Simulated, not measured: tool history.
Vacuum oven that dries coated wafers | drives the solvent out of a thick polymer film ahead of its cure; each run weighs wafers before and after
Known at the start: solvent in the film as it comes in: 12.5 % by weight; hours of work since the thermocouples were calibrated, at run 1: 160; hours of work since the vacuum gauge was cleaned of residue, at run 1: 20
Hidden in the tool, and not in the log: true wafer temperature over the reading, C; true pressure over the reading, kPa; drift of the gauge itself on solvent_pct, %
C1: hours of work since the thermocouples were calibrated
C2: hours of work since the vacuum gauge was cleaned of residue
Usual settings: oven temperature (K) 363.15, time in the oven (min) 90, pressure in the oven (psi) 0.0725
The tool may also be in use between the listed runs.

{"run": 1, "hour": 0.0, "oven temperature (K)": 363.15, "time in the oven (min)": 90, "pressure in the oven (psi)": 0.0725, "C1": 160, "C2": 20, "solvent left in the film (%)": 2.89}
{"run": 2, "hour": 32.6, "oven temperature (K)": 363.15, "time in the oven (min)": 90, "pressure in the oven (psi)": 0.0725, "C1": 176, "C2": 36, "solvent left in the film (%)": 2.97}
{"run": 3, "hour": 49.8, "oven temperature (K)": 363.15, "time in the oven (min)": 90, "pressure in the oven (psi)": 0.0725, "C1": 185, "C2": 45, "solvent left in the film (%)": 2.75}
{"run": 4, "hour": 75.9, "oven temperature (K)": 350.15, "time in the oven (min)": 90, "pressure in the oven (psi)": 0.0725, "C1": 198, "C2": 58, "solvent left in the film (%)": 5.24}
{"run": 5, "hour": 93.7, "oven temperature (K)": 363.15, "time in the oven (min)": 90, "pressure in the oven (psi)": 0.1344, "C1": 207, "C2": 67, "solvent left in the film (%)": 3.12}
{"run": 6, "hour": 108.7, "oven temperature (K)": 363.15, "time in the oven (min)": 90, "pressure in the oven (psi)": 0.1344, "C1": 214, "C2": 74, "solvent left in the film (%)": 3.07}
{"run": 7, "hour": 128.1, "oven temperature (K)": 363.15, "time in the oven (min)": 90, "pressure in the oven (psi)": 0.0612, "C1": 224, "C2": 84, "solvent left in the film (%)": 2.82}
{"run": 8, "hour": 142.5, "oven temperature (K)": 363.15, "time in the oven (min)": 90, "pressure in the oven (psi)": 0.0725, "C1": 231, "C2": 91, "solvent left in the film (%)": 2.87}
{"run": 9, "hour": 170.5, "oven temperature (K)": 363.15, "time in the oven (min)": 90, "pressure in the oven (psi)": 0.068, "C1": 245, "C2": 105, "solvent left in the film (%)": 2.85}
{"run": 10, "hour": 188.7, "oven temperature (K)": 363.15, "time in the oven (min)": 90, "pressure in the oven (psi)": 0.068, "C1": 254, "C2": 115, "solvent left in the film (%)": 2.89}
{"run": 11, "hour": 211.7, "oven temperature (K)": 363.15, "time in the oven (min)": 90, "pressure in the oven (psi)": 0.068, "C1": 266, "C2": 126, "solvent left in the film (%)": 2.85}
{"run": 12, "hour": 232.1, "oven temperature (K)": 363.15, "time in the oven (min)": 90, "pressure in the oven (psi)": 0.0725, "C1": 276, "C2": 136, "solvent left in the film (%)": 2.87}
{"run": 13, "hour": 248.0, "oven temperature (K)": 363.15, "time in the oven (min)": 90, "pressure in the oven (psi)": 0.0725, "C1": 284, "C2": 144, "solvent left in the film (%)": 2.92}
{"run": 14, "hour": 263.7, "oven temperature (K)": 363.15, "time in the oven (min)": 55, "pressure in the oven (psi)": 0.0725, "C1": 292, "C2": 152, "solvent left in the film (%)": 4.59}
{"run": 15, "hour": 299.3, "oven temperature (K)": 363.15, "time in the oven (min)": 55, "pressure in the oven (psi)": 0.0725, "C1": 310, "C2": 170, "solvent left in the film (%)": 4.62}
{"hour": 303.9, "done": "oven's thermocouples calibrated"}
{"run": 16, "hour": 319.3, "oven temperature (K)": 363.15, "time in the oven (min)": 108, "pressure in the oven (psi)": 0.0725, "C1": 8, "C2": 179, "solvent left in the film (%)": 2.3}
{"run": 17, "hour": 340.4, "oven temperature (K)": 363.15, "time in the oven (min)": 108, "pressure in the oven (psi)": 0.0725, "C1": 18, "C2": 190, "solvent left in the film (%)": 2.27}
{"run": 18, "hour": 358.4, "oven temperature (K)": 363.15, "time in the oven (min)": 90, "pressure in the oven (psi)": 0.0725, "C1": 27, "C2": 199, "solvent left in the film (%)": 2.87}
{"run": 19, "hour": 373.3, "oven temperature (K)": 363.15, "time in the oven (min)": 90, "pressure in the oven (psi)": 0.0725, "C1": 35, "C2": 206, "solvent left in the film (%)": 2.95}
{"hour": 393.5, "done": "oven's thermocouples calibrated, once more"}
{"run": 20, "hour": 405.3, "oven temperature (K)": 363.15, "time in the oven (min)": 90, "pressure in the oven (psi)": 0.0725, "C1": 6, "C2": 221, "solvent left in the film (%)": 2.71}
{"run": 21, "hour": 440.8, "oven temperature (K)": 363.15, "time in the oven (min)": 90, "pressure in the oven (psi)": 0.0725, "C1": 24, "C2": 239, "solvent left in the film (%)": 2.75}
{"run": 22, "hour": 470.3, "oven temperature (K)": 363.15, "time in the oven (min)": 90, "pressure in the oven (psi)": 0.0725, "C1": 39, "C2": 254, "solvent left in the film (%)": 2.7}
{"run": 23, "hour": 487.1, "oven temperature (K)": 363.15, "time in the oven (min)": 90, "pressure in the oven (psi)": 0.0725, "C1": 47, "C2": 263, "solvent left in the film (%)": 2.72}
{"run": 24, "hour": 510.8, "oven temperature (K)": 370.15, "time in the oven (min)": 90, "pressure in the oven (psi)": 0.0896, "C1": 59, "C2": 275, "solvent left in the film (%)": 1.77}
{"run": 25, "hour": 530.5, "oven temperature (K)": 370.15, "time in the oven (min)": 90, "pressure in the oven (psi)": 0.0896, "C1": 69, "C2": 284, "solvent left in the film (%)": 1.75}
{"run": 26, "hour": 556.9, "oven temperature (K)": 376.15, "time in the oven (min)": 90, "pressure in the oven (psi)": 0.0725, "C1": 82, "C2": 298, "solvent left in the film (%)": 0.99}
{"run": 27, "hour": 580.7, "oven temperature (K)": 376.15, "time in the oven (min)": 90, "pressure in the oven (psi)": 0.0725, "C1": 94, "C2": 310, "solvent left in the film (%)": 1.03}
{"run": 28, "hour": 611.7, "oven temperature (K)": 376.15, "time in the oven (min)": 90, "pressure in the oven (psi)": 0.0725, "C1": 110, "C2": 325, "solvent left in the film (%)": 1.04}
{"run": 29, "hour": 636.6, "oven temperature (K)": 376.15, "time in the oven (min)": 74, "pressure in the oven (psi)": 0.0397, "C1": 122, "C2": 338, "solvent left in the film (%)": 1.38}
{"run": 30, "hour": 669.6, "oven temperature (K)": 362.15, "time in the oven (min)": 58, "pressure in the oven (psi)": 0.1273, "C1": 139, "C2": 354, "solvent left in the film (%)": 4.69}
{"run": 31, "hour": 703.1, "oven temperature (K)": 360.15, "time in the oven (min)": 107, "pressure in the oven (psi)": 0.1102, "C1": 156, "C2": 371, "solvent left in the film (%)": 2.84}
{"run": 32, "hour": 738.3, "oven temperature (K)": 368.15, "time in the oven (min)": 110, "pressure in the oven (psi)": 0.0482, "C1": 173, "C2": 389, "solvent left in the film (%)": 1.41}
{"run": 33, "hour": 772.5, "oven temperature (K)": 368.15, "time in the oven (min)": 110, "pressure in the oven (psi)": 0.0482, "C1": 191, "C2": 406, "solvent left in the film (%)": 1.42}
{"run": 34, "hour": 797.9, "oven temperature (K)": 368.15, "time in the oven (min)": 110, "pressure in the oven (psi)": 0.0482, "C1": 203, "C2": 419, "solvent left in the film (%)": 1.4}
{"run": 35, "hour": 822.0, "oven temperature (K)": 368.15, "time in the oven (min)": 110, "pressure in the oven (psi)": 0.0482, "C1": 215, "C2": 431, "solvent left in the film (%)": 1.37}
{"run": 36, "hour": 839.2, "oven temperature (K)": 368.15, "time in the oven (min)": 110, "pressure in the oven (psi)": 0.0482, "C1": 224, "C2": 440, "solvent left in the film (%)": 1.4}
{"run": 37, "hour": 869.6, "oven temperature (K)": 368.15, "time in the oven (min)": 110, "pressure in the oven (psi)": 0.0482, "C1": 239, "C2": 455, "solvent left in the film (%)": 1.4}
{"run": 38, "hour": 889.1, "oven temperature (K)": 368.15, "time in the oven (min)": 110, "pressure in the oven (psi)": 0.0482, "C1": 249, "C2": 465, "solvent left in the film (%)": 1.38}
{"run": 39, "hour": 923.2, "oven temperature (K)": 373.15, "time in the oven (min)": 90, "pressure in the oven (psi)": 0.1186, "C1": 266, "C2": 482, "solvent left in the film (%)": 1.53}
{"run": 40, "hour": 955.3, "oven temperature (K)": 373.15, "time in the oven (min)": 54, "pressure in the oven (psi)": 0.1186, "C1": 282, "C2": 498, "solvent left in the film (%)": 3.19}
{"run": 41, "hour": 983.2, "oven temperature (K)": 373.15, "time in the oven (min)": 138, "pressure in the oven (psi)": 0.0455, "C1": 297, "C2": 512, "solvent left in the film (%)": 0.53}
{"run": 42, "hour": 1018.9, "oven temperature (K)": 373.15, "time in the oven (min)": 138, "pressure in the oven (psi)": 0.0455, "C1": 314, "C2": 530, "solvent left in the film (%)": 0.55}
{"run": 43, "hour": 1035.7, "oven temperature (K)": 364.15, "time in the oven (min)": 75, "pressure in the oven (psi)": 0.0722, "C1": 323, "C2": 538, "solvent left in the film (%)": 3.34}
{"run": 44, "hour": 1061.7, "oven temperature (K)": 364.15, "time in the oven (min)": 75, "pressure in the oven (psi)": 0.0722, "C1": 336, "C2": 552, "solvent left in the film (%)": 3.36}
{"run": 45, "hour": 1083.5, "oven temperature (K)": 364.15, "time in the oven (min)": 75, "pressure in the oven (psi)": 0.0722, "C1": 347, "C2": 563, "solvent left in the film (%)": 3.36}
{"run": 46, "hour": 1112.3, "oven temperature (K)": 364.15, "time in the oven (min)": 75, "pressure in the oven (psi)": 0.0722, "C1": 361, "C2": 577, "solvent left in the film (%)": 3.32}

The same runs without the tool's hidden state, with the same run-to-run variation:
run=1 solvent_left_in_the_film_(%)=2.89
run=2 solvent_left_in_the_film_(%)=2.97
run=3 solvent_left_in_the_film_(%)=2.74
run=4 solvent_left_in_the_film_(%)=5.22
run=5 solvent_left_in_the_film_(%)=3.10
run=6 solvent_left_in_the_film_(%)=3.05
run=7 solvent_left_in_the_film_(%)=2.79
run=8 solvent_left_in_the_film_(%)=2.84
run=9 solvent_left_in_the_film_(%)=2.82
run=10 solvent_left_in_the_film_(%)=2.85
run=11 solvent_left_in_the_film_(%)=2.80
run=12 solvent_left_in_the_film_(%)=2.82
run=13 solvent_left_in_the_film_(%)=2.87
run=14 solvent_left_in_the_film_(%)=4.54
run=15 solvent_left_in_the_film_(%)=4.56
run=16 solvent_left_in_the_film_(%)=2.21
run=17 solvent_left_in_the_film_(%)=2.18
run=18 solvent_left_in_the_film_(%)=2.77
run=19 solvent_left_in_the_film_(%)=2.85
run=20 solvent_left_in_the_film_(%)=2.80
run=21 solvent_left_in_the_film_(%)=2.84
run=22 solvent_left_in_the_film_(%)=2.79
run=23 solvent_left_in_the_film_(%)=2.80
run=24 solvent_left_in_the_film_(%)=1.83
run=25 solvent_left_in_the_film_(%)=1.80
run=26 solvent_left_in_the_film_(%)=1.02
run=27 solvent_left_in_the_film_(%)=1.07
run=28 solvent_left_in_the_film_(%)=1.07
run=29 solvent_left_in_the_film_(%)=1.42
run=30 solvent_left_in_the_film_(%)=4.75
run=31 solvent_left_in_the_film_(%)=2.88
run=32 solvent_left_in_the_film_(%)=1.43
run=33 solvent_left_in_the_film_(%)=1.44
run=34 solvent_left_in_the_film_(%)=1.41
run=35 solvent_left_in_the_film_(%)=1.37
run=36 solvent_left_in_the_film_(%)=1.40
run=37 solvent_left_in_the_film_(%)=1.40
run=38 solvent_left_in_the_film_(%)=1.38
run=39 solvent_left_in_the_film_(%)=1.53
run=40 solvent_left_in_the_film_(%)=3.19
run=41 solvent_left_in_the_film_(%)=0.51
run=42 solvent_left_in_the_film_(%)=0.52
run=43 solvent_left_in_the_film_(%)=3.31
run=44 solvent_left_in_the_film_(%)=3.33
run=45 solvent_left_in_the_film_(%)=3.33
run=46 solvent_left_in_the_film_(%)=3.28
